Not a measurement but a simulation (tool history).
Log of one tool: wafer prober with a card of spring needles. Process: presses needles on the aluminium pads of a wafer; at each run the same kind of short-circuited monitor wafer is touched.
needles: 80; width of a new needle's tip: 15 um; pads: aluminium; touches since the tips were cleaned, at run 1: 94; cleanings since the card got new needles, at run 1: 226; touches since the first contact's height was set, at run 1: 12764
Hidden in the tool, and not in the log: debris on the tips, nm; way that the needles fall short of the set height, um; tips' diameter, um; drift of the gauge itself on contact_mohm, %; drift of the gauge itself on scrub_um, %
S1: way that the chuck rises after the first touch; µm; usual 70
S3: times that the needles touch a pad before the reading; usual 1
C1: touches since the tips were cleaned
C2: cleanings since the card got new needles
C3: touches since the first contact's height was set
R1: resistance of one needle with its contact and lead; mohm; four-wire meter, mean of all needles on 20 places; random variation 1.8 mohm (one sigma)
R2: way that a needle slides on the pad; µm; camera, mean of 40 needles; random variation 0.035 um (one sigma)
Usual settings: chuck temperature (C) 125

{"run": 1, "day": 0.0, "S1": 70, "chuck temperature (C)": 125, "S3": 1, "C1": 94, "C2": 226, "C3": 12764, "R1": 196, "R2": 16.43}
{"day": 0.4, "done": "tips cleaned on abrasive film"}
{"day": 0.9, "done": "tips cleaned on abrasive film"}
{"day": 1.4, "done": "tips cleaned on abrasive film"}
{"day": 1.8, "done": "tips cleaned on abrasive film"}
{"day": 2.3, "done": "tips cleaned on abrasive film"}
{"day": 2.8, "done": "tips cleaned on abrasive film"}
{"day": 3.3, "done": "tips cleaned on abrasive film"}
{"run": 2, "day": 3.521, "S1": 70, "chuck temperature (C)": 125, "S3": 1, "C1": 2350, "C2": 233, "C3": 49956, "R1": 225, "R2": 16.24}
{"day": 3.725, "done": "tips cleaned on abrasive film"}
{"day": 4.225, "done": "tips cleaned on abrasive film"}
{"day": 4.625, "done": "tips cleaned on abrasive film"}
{"day": 5.125, "done": "tips cleaned on abrasive film"}
{"run": 3, "day": 5.512, "S1": 70, "chuck temperature (C)": 125, "S3": 1, "C1": 4131, "C2": 237, "C3": 70979, "R1": 234, "R2": 16.1}
{"day": 5.612, "done": "tips cleaned on abrasive film"}
{"day": 6.112, "done": "tips cleaned on abrasive film"}
{"day": 6.612, "done": "tips cleaned on abrasive film"}
{"day": 7.112, "done": "tips cleaned on abrasive film"}
{"run": 4, "day": 7.496, "S1": 63, "chuck temperature (C)": 125, "S3": 1, "C1": 4069, "C2": 241, "C3": 91941, "R1": 241, "R2": 14.36}
{"day": 7.6, "done": "tips cleaned on abrasive film"}
{"day": 7.612, "done": "height of the first contact set anew"}
{"day": 8.012, "done": "tips cleaned on abrasive film"}
{"day": 8.512, "done": "tips cleaned on abrasive film"}
{"day": 8.912, "done": "tips cleaned on abrasive film"}
{"day": 9.412, "done": "tips cleaned on abrasive film"}
{"day": 9.912, "done": "tips cleaned on abrasive film"}
{"run": 5, "day": 10.058, "S1": 63, "chuck temperature (C)": 125, "S3": 1, "C1": 1535, "C2": 247, "C3": 25819, "R1": 217, "R2": 14.7}
{"day": 10.358, "done": "tips cleaned on abrasive film"}
{"day": 10.758, "done": "tips cleaned on abrasive film"}
{"day": 11.158, "done": "tips cleaned on abrasive film"}
{"day": 11.658, "done": "tips cleaned on abrasive film"}
{"day": 12.158, "done": "tips cleaned on abrasive film"}
{"run": 6, "day": 12.379, "S1": 63, "chuck temperature (C)": 110, "S3": 1, "C1": 2358, "C2": 252, "C3": 50351, "R1": 228, "R2": 14.54}
{"day": 12.583, "done": "tips cleaned on abrasive film"}
{"day": 13.083, "done": "tips cleaned on abrasive film"}
{"day": 13.583, "done": "tips cleaned on abrasive film"}
{"day": 13.983, "done": "tips cleaned on abrasive film"}
{"day": 14.483, "done": "tips cleaned on abrasive film"}
{"day": 14.983, "done": "tips cleaned on abrasive film"}
{"day": 15.383, "done": "tips cleaned on abrasive film"}
{"run": 7, "day": 15.546, "S1": 63, "chuck temperature (C)": 110, "S3": 1, "C1": 1734, "C2": 259, "C3": 83758, "R1": 225, "R2": 14.42}
{"day": 15.846, "done": "tips cleaned on abrasive film"}
{"day": 16.346, "done": "tips cleaned on abrasive film"}
{"day": 16.458, "done": "height of the first contact set anew"}
{"day": 16.858, "done": "tips cleaned on abrasive film"}
{"day": 17.358, "done": "tips cleaned on abrasive film"}
{"day": 17.858, "done": "tips cleaned on abrasive film"}
{"day": 18.258, "done": "tips cleaned on abrasive film"}
{"day": 18.758, "done": "tips cleaned on abrasive film"}
{"run": 8, "day": 18.825, "S1": 63, "chuck temperature (C)": 110, "S3": 1, "C1": 687, "C2": 266, "C3": 24971, "R1": 212, "R2": 14.65}
{"day": 19.225, "done": "tips cleaned on abrasive film"}
{"day": 19.725, "done": "tips cleaned on abrasive film"}
{"day": 20.125, "done": "tips cleaned on abrasive film"}
{"run": 9, "day": 20.279, "S1": 63, "chuck temperature (C)": 110, "S3": 1, "C1": 1652, "C2": 269, "C3": 40348, "R1": 226, "R2": 14.54}
{"day": 20.583, "done": "tips cleaned on abrasive film"}
{"day": 21.083, "done": "tips cleaned on abrasive film"}
{"day": 21.583, "done": "tips cleaned on abrasive film"}
{"day": 22.079, "done": "tips cleaned on abrasive film"}
{"day": 22.579, "done": "tips cleaned on abrasive film"}
{"day": 23.079, "done": "tips cleaned on abrasive film"}
{"day": 23.483, "done": "tips cleaned on abrasive film"}
{"run": 10, "day": 23.821, "S1": 63, "chuck temperature (C)": 26, "S3": 1, "C1": 3616, "C2": 276, "C3": 77751, "R1": 228, "R2": 14.39}
{"day": 23.925, "done": "tips cleaned on abrasive film"}
{"day": 24.425, "done": "tips cleaned on abrasive film"}
{"day": 24.825, "done": "tips cleaned on abrasive film"}
{"day": 25.233, "done": "height of the first contact set anew"}
{"day": 25.338, "done": "tips cleaned on abrasive film"}
{"day": 25.838, "done": "tips cleaned on abrasive film"}
{"day": 26.338, "done": "tips cleaned on abrasive film"}
{"run": 11, "day": 26.667, "S1": 63, "chuck temperature (C)": 26, "S3": 1, "C1": 3516, "C2": 282, "C3": 15130, "R1": 226, "R2": 14.71}
{"day": 26.771, "done": "tips cleaned on abrasive film"}
{"day": 27.271, "done": "tips cleaned on abrasive film"}
{"day": 27.771, "done": "tips cleaned on abrasive film"}
{"day": 28.171, "done": "tips cleaned on abrasive film"}
{"day": 28.671, "done": "tips cleaned on abrasive film"}
{"run": 12, "day": 28.971, "S1": 62, "chuck temperature (C)": 35, "S3": 1, "C1": 3188, "C2": 287, "C3": 39435, "R1": 219, "R2": 14.36}
{"day": 29.075, "done": "tips cleaned on abrasive film"}
{"day": 29.575, "done": "tips cleaned on abrasive film"}
{"day": 29.975, "done": "tips cleaned on abrasive film"}
{"day": 30.379, "done": "tips cleaned on abrasive film"}
{"run": 13, "day": 30.488, "S1": 83, "chuck temperature (C)": 125, "S3": 1, "C1": 1178, "C2": 291, "C3": 55433, "R1": 204, "R2": 19.25}
{"day": 30.788, "done": "tips cleaned on abrasive film"}
{"day": 31.288, "done": "tips cleaned on abrasive film"}
{"day": 31.788, "done": "tips cleaned on abrasive film"}
{"run": 14, "day": 32.104, "S1": 83, "chuck temperature (C)": 125, "S3": 1, "C1": 3350, "C2": 294, "C3": 72507, "R1": 218, "R2": 19.19}
{"day": 32.208, "done": "tips cleaned on abrasive film"}
{"day": 32.708, "done": "tips cleaned on abrasive film"}
{"day": 33.208, "done": "tips cleaned on abrasive film"}
{"day": 33.704, "done": "tips cleaned on abrasive film"}
{"day": 34.017, "done": "height of the first contact set anew"}
{"day": 34.217, "done": "tips cleaned on abrasive film"}
{"run": 15, "day": 34.529, "S1": 83, "chuck temperature (C)": 125, "S3": 1, "C1": 3328, "C2": 299, "C3": 5439, "R1": 217, "R2": 19.46}
{"day": 34.633, "done": "tips cleaned on abrasive film"}
{"day": 35.033, "done": "tips cleaned on abrasive film"}
{"day": 35.533, "done": "tips cleaned on abrasive film"}
{"day": 35.933, "done": "tips cleaned on abrasive film"}
{"day": 36.433, "done": "tips cleaned on abrasive film"}
{"run": 16, "day": 36.642, "S1": 70, "chuck temperature (C)": 125, "S3": 2, "C1": 2209, "C2": 304, "C3": 27705, "R1": 214, "R2": 16.37}
{"day": 36.846, "done": "tips cleaned on abrasive film"}
{"day": 37.346, "done": "tips cleaned on abrasive film"}
{"day": 37.746, "done": "tips cleaned on abrasive film"}
{"day": 38.246, "done": "tips cleaned on abrasive film"}
{"day": 38.746, "done": "tips cleaned on abrasive film"}
{"day": 39.246, "done": "tips cleaned on abrasive film"}
{"run": 17, "day": 39.554, "S1": 54, "chuck temperature (C)": 33, "S3": 2, "C1": 3312, "C2": 310, "C3": 58469, "R1": 223, "R2": 12.43}
{"day": 39.658, "done": "tips cleaned on abrasive film"}
{"day": 40.058, "done": "tips cleaned on abrasive film"}
{"day": 40.558, "done": "tips cleaned on abrasive film"}
{"day": 40.958, "done": "tips cleaned on abrasive film"}
{"day": 41.442, "done": "tips cleaned on abrasive film"}
{"run": 18, "day": 41.442, "S1": 54, "chuck temperature (C)": 33, "S3": 2, "C1": 0, "C2": 315, "C3": 78317, "R1": 189, "R2": 12.21}
{"day": 41.842, "done": "tips cleaned on abrasive film"}
{"day": 42.342, "done": "tips cleaned on abrasive film"}
{"day": 42.842, "done": "tips cleaned on abrasive film"}
{"day": 42.854, "done": "height of the first contact set anew"}
{"day": 43.354, "done": "tips cleaned on abrasive film"}
{"day": 43.85, "done": "tips cleaned on abrasive film"}
{"run": 19, "day": 43.875, "S1": 51, "chuck temperature (C)": 33, "S3": 1, "C1": 248, "C2": 320, "C3": 10807, "R1": 198, "R2": 11.93}
{"day": 44.275, "done": "tips cleaned on abrasive film"}
{"day": 44.675, "done": "tips cleaned on abrasive film"}
{"day": 45.175, "done": "tips cleaned on abrasive film"}
{"day": 45.675, "done": "tips cleaned on abrasive film"}
{"day": 46.175, "done": "tips cleaned on abrasive film"}
{"day": 46.675, "done": "tips cleaned on abrasive film"}
{"day": 47.175, "done": "tips cleaned on abrasive film"}
{"run": 20, "day": 47.217, "S1": 51, "chuck temperature (C)": 117, "S3": 1, "C1": 434, "C2": 327, "C3": 46086, "R1": 224, "R2": 11.76}
{"day": 47.617, "done": "tips cleaned on abrasive film"}
{"day": 48.017, "done": "tips cleaned on abrasive film"}
{"day": 48.517, "done": "tips cleaned on abrasive film"}
{"day": 49.017, "done": "tips cleaned on abrasive film"}
{"run": 21, "day": 49.242, "S1": 51, "chuck temperature (C)": 117, "S3": 1, "C1": 2389, "C2": 331, "C3": 67482, "R1": 259, "R2": 11.67}
{"day": 49.446, "done": "tips cleaned on abrasive film"}
{"day": 49.946, "done": "tips cleaned on abrasive film"}
{"day": 50.446, "done": "tips cleaned on abrasive film"}
{"day": 50.846, "done": "tips cleaned on abrasive film"}
{"day": 51.346, "done": "tips cleaned on abrasive film"}
{"day": 51.654, "done": "height of the first contact set anew"}
{"day": 51.858, "done": "tips cleaned on abrasive film"}
{"day": 52.358, "done": "tips cleaned on abrasive film"}
{"day": 52.812, "done": "tips cleaned on abrasive film"}
{"run": 22, "day": 52.812, "S1": 59, "chuck temperature (C)": 58, "S3": 1, "C1": 0, "C2": 339, "C3": 12215, "R1": 196, "R2": 13.77}

Hidden state or all else? Some run-to-run changes of R1, split into what the settings, what came in and random variation would give without the hidden state, and what is left for the hidden state (with any gauge scatter that isn't in both results):
Run 20 -> 21: tips cleaned on abrasive film, tips cleaned on abrasive film, tips cleaned on abrasive film, tips cleaned on abrasive film. R1 +35 mohm: hidden state +37, all else -2.
Run 21 -> 22: S1 51 -> 59, chuck temperature (C) 117 -> 58, tips cleaned on abrasive film, tips cleaned on abrasive film, tips cleaned on abrasive film, tips cleaned on abrasive film, tips cleaned on abrasive film, height of the first contact set anew, tips cleaned on abrasive film, tips cleaned on abrasive film, tips cleaned on abrasive film. R1 -63 mohm: hidden state -51, all else -12.

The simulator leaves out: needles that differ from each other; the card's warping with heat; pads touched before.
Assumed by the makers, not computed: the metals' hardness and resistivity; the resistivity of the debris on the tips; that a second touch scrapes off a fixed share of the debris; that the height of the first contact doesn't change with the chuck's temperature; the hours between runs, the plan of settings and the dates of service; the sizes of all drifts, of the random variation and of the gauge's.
